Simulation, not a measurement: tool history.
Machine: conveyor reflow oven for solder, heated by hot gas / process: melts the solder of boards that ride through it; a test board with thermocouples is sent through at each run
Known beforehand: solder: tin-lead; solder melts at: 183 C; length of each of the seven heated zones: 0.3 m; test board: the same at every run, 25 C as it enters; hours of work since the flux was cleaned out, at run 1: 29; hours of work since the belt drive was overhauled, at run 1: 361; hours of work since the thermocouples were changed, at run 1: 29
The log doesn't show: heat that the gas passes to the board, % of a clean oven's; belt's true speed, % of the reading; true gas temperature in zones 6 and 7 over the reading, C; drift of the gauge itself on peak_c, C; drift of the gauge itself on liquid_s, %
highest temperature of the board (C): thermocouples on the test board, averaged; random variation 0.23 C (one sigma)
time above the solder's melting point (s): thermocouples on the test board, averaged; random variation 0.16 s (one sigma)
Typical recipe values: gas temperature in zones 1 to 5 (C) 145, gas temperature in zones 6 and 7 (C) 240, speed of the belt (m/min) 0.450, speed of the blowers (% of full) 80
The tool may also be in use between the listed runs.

| run | day | gas temperature in zones 1 to 5 (C) | gas temperature in zones 6 and 7 (C) | speed of the belt (m/min) | speed of the blowers (% of full) | hours of work since the flux was cleaned out | hours of work since the belt drive was overhauled | hours of work since the thermocouples were changed | highest temperature of the board (C) | time above the solder's melting point (s) |
|---|---|---|---|---|---|---|---|---|---|---|
| 1 | 0.000 | 145 | 240 | 0.450 | 80 | 29 | 361 | 29 | 226.3 | 69.7 |
| 2 | 0.758 | 145 | 240 | 0.450 | 80 | 37 | 369 | 37 | 226.1 | 69.9 |
| 3 | 1.388 | 145 | 240 | 0.384 | 80 | 43 | 375 | 43 | 230.7 | 85.0 |
| 4 | 1.775 | 145 | 240 | 0.450 | 60 | 47 | 379 | 47 | 222.3 | 66.9 |
| 5 | 2.592 | 136 | 240 | 0.450 | 80 | 56 | 388 | 56 | 225.2 | 65.2 |
| 6 | 3.458 | 145 | 240 | 0.450 | 80 | 65 | 397 | 65 | 226.0 | 69.8 |
| 7 | 4.067 | 145 | 240 | 0.450 | 80 | 72 | 404 | 72 | 225.7 | 69.6 |
| 8 | 4.500 | 145 | 240 | 0.450 | 80 | 76 | 408 | 76 | 225.9 | 69.5 |
| 9 | 5.133 | 145 | 240 | 0.450 | 80 | 83 | 415 | 83 | 225.9 | 69.5 |
| 10 | 5.579 | 145 | 240 | 0.450 | 80 | 88 | 420 | 88 | 225.6 | 69.5 |
| 11 | 6.383 | 145 | 240 | 0.450 | 80 | 96 | 428 | 96 | 225.7 | 69.8 |
| 12 | 6.804 | 145 | 237 | 0.450 | 80 | 100 | 433 | 100 | 223.0 | 67.9 |
| 13 | 7.279 | 145 | 237 | 0.450 | 80 | 106 | 438 | 106 | 222.5 | 68.1 |
| 14 | 7.925 | 145 | 240 | 0.450 | 80 | 112 | 444 | 112 | 225.9 | 69.6 |
| 15 | 8.417 | 145 | 240 | 0.450 | 80 | 118 | 450 | 118 | 225.0 | 69.5 |
| 16 | 9.179 | 145 | 240 | 0.382 | 80 | 126 | 458 | 126 | 229.7 | 85.3 |
| 17 | 9.762 | 145 | 232 | 0.382 | 80 | 132 | 464 | 132 | 222.0 | 80.1 |
| 18 | 10.467 | 139 | 231 | 0.402 | 80 | 139 | 471 | 139 | 219.7 | 71.9 |
| 19 | 10.900 | 139 | 231 | 0.379 | 80 | 144 | 476 | 144 | 220.5 | 77.6 |
| 20 | 11.488 | 151 | 230 | 0.379 | 80 | 150 | 482 | 150 | 220.8 | 83.4 |
| 21 | 12.171 | 151 | 230 | 0.379 | 80 | 157 | 489 | 157 | 220.8 | 83.2 |
| 22 | 13.029 | 143 | 240 | 0.450 | 67 | 166 | 498 | 166 | 222.2 | 66.5 |
| 23 | 13.629 | 143 | 240 | 0.383 | 64 | 173 | 505 | 173 | 226.5 | 82.0 |
| 24 | 14.442 | 145 | 252 | 0.450 | 80 | 181 | 513 | 181 | 235.8 | 74.9 |
| 25 | 15.262 | 145 | 252 | 0.473 | 80 | 190 | 522 | 190 | 233.7 | 70.4 |
| 26 | 15.654 | 157 | 252 | 0.473 | 55 | 194 | 526 | 194 | 230.7 | 73.9 |
| 27 | 16.204 | 155 | 238 | 0.419 | 81 | 200 | 532 | 200 | 226.3 | 80.1 |
| 28 | 16.817 | 145 | 240 | 0.450 | 64 | 206 | 538 | 206 | 221.7 | 66.6 |
| 29 | 17.662 | 140 | 240 | 0.450 | 80 | 215 | 547 | 215 | 223.5 | 66.6 |
| 30 | 18.050 | 140 | 240 | 0.450 | 80 | 219 | 551 | 219 | 223.8 | 66.4 |

Estimate the outcome of run 31 from the log above:
| 31 | 18.725 | 145 | 253 | 0.450 | 74 | 227 | 559 | 227 | ? | ? |

{"run 31": {"highest temperature of the board (C)": 235.0, "time above the solder's melting point (s)": 75.0}}
On a tool with no hidden condition, and with the same random variation, this run would have come out at highest temperature of the board (C) 237.5, time above the solder's melting point (s) 75.0.

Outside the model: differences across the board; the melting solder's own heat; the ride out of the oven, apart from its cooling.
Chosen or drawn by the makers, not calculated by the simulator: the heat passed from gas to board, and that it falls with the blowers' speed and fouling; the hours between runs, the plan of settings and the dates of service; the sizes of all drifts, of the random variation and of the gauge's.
